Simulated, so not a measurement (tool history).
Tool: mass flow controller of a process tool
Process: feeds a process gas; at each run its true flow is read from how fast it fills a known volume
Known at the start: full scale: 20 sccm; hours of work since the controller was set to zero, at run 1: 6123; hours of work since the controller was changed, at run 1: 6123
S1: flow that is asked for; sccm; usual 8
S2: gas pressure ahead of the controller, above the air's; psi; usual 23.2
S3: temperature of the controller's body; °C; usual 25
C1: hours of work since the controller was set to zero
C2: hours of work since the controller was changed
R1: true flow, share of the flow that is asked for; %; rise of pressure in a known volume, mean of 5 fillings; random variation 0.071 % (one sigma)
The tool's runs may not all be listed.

run	hour	S1	S2	S3	C1	C2	R1
1	0.0	8	23.2	25	6123	6123	95.86
2	221.0	8	23.2	25	6197	6197	96.03
3	635.8	8	29.7	25	6336	6336	95.74
4	1073.6	11	23.2	25	6483	6483	96.84
5	1319.7	11	37.1	25	6565	6565	96.54
6	1651.5	11	37.1	25	6677	6677	96.60
7	1872.9	11	37.1	25	6751	6751	96.37
8	2366.1	11	37.1	25	6916	6916	96.44
9	2664.9	11	37.1	25	7016	7016	96.42
10	3081.1	3	23.2	25	7156	7156	89.16
11	3361.3	8	23.2	31	7250	7250	94.90
12	3804.5	8	23.2	31	7398	7398	94.79
13	4145.0	8	23.2	31	7512	7512	94.80
14	4518.9	8	23.2	25	7638	7638	95.24
# hour 4614.9: controller's zero set anew
15	4923.6	8	23.2	25	103	7773	98.91
16	5357.6	8	23.2	25	249	7919	98.72
17	5634.5	8	22.6	25	342	8012	98.71
18	6076.0	8	22.6	25	490	8160	98.76
19	6580.7	3	25.7	32	659	8329	97.08
20	6967.3	7	32.5	25	789	8458	98.28
21	7339.0	7	32.5	25	913	8583	98.05
22	7814.7	4	38.1	24	1073	8742	97.35
23	8242.9	17	21.6	23	1216	8886	99.32
24	8568.1	17	23.2	25	1325	8995	99.01
25	9037.8	17	23.2	25	1483	9152	98.84
26	9560.0	2	23.6	23	1658	9327	95.20
27	9785.5	9	23.2	25	1733	9403	98.11
28	10171.6	9	23.2	40	1863	9532	96.95
29	10688.3	5	23.2	25	2036	9706	97.00
30	10937.7	3	22.6	31	2119	9789	95.26
31	11455.7	3	22.6	31	2293	9963	94.96

How the hidden state differs across the entries between the runs, from the last listed run before each to the first after it:
Between runs 14 and 15: controller's zero set anew (hour 4614.9)
  flow at rest that the sensor doesn't see, % of full scale: -1.521 -> -0.049; true flow over the shown one, %: -0.5 -> -0.51
  measured less the result without the state, R1: -4.30 -> -0.63 %

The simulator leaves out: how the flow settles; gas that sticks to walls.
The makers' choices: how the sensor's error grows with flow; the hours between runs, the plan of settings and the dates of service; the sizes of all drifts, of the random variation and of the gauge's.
